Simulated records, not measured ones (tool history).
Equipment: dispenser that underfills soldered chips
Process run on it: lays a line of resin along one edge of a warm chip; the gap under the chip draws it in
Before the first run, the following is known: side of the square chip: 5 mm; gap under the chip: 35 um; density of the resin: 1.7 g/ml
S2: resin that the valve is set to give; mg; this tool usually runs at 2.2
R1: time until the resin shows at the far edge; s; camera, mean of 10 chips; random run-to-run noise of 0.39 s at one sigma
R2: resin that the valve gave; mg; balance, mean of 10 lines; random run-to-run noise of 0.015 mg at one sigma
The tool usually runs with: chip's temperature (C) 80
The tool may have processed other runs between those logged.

{"run": 1, "hour": 0.0, "chip's temperature (C)": 80, "S2": 2.2, "R1": 55, "R2": 2.08}
{"hour": 6.9, "done": "new syringe of resin"}
{"run": 2, "hour": 7.6, "chip's temperature (C)": 80, "S2": 2.2, "R1": 31, "R2": 2.08}
{"run": 3, "hour": 14.8, "chip's temperature (C)": 80, "S2": 2.2, "R1": 44.1, "R2": 2.03}
{"run": 4, "hour": 24.5, "chip's temperature (C)": 94, "S2": 2.2, "R1": 37.9, "R2": 2.08}
{"hour": 25.9, "done": "new syringe of resin"}
{"run": 5, "hour": 33.4, "chip's temperature (C)": 94, "S2": 2.2, "R1": 21.6, "R2": 2.03}
{"run": 6, "hour": 43.4, "chip's temperature (C)": 80, "S2": 2.2, "R1": 75.5, "R2": 2.03}
{"hour": 44.8, "done": "new syringe of resin"}
{"run": 7, "hour": 53.4, "chip's temperature (C)": 80, "S2": 2.46, "R1": 47, "R2": 2.25}
{"run": 8, "hour": 58.8, "chip's temperature (C)": 73, "S2": 2.41, "R1": 90.2, "R2": 2.21}
{"hour": 63.6, "done": "new syringe of resin"}
{"hour": 69.9, "done": "dispensing valve cleaned and set on the balance"}
{"run": 9, "hour": 72.9, "chip's temperature (C)": 73, "S2": 2.41, "R1": 67.2, "R2": 2.42}
{"run": 10, "hour": 79.2, "chip's temperature (C)": 74, "S2": 2.01, "R1": 91.6, "R2": 2.01}
{"hour": 83.0, "done": "new syringe of resin"}
{"run": 11, "hour": 85.2, "chip's temperature (C)": 74, "S2": 2.01, "R1": 46.7, "R2": 2}

Estimate the outcome of run 12 from the log above:
{"run": 12, "hour": 91.2, "chip's temperature (C)": 81, "S2": 2.79, "R1": "?", "R2": "?"}

{"run 12": {"R1": 43.2, "R2": 2.79}}
Had the tool carried no hidden state, the very same run would have given R1 23.6 s, R2 2.81 mg.
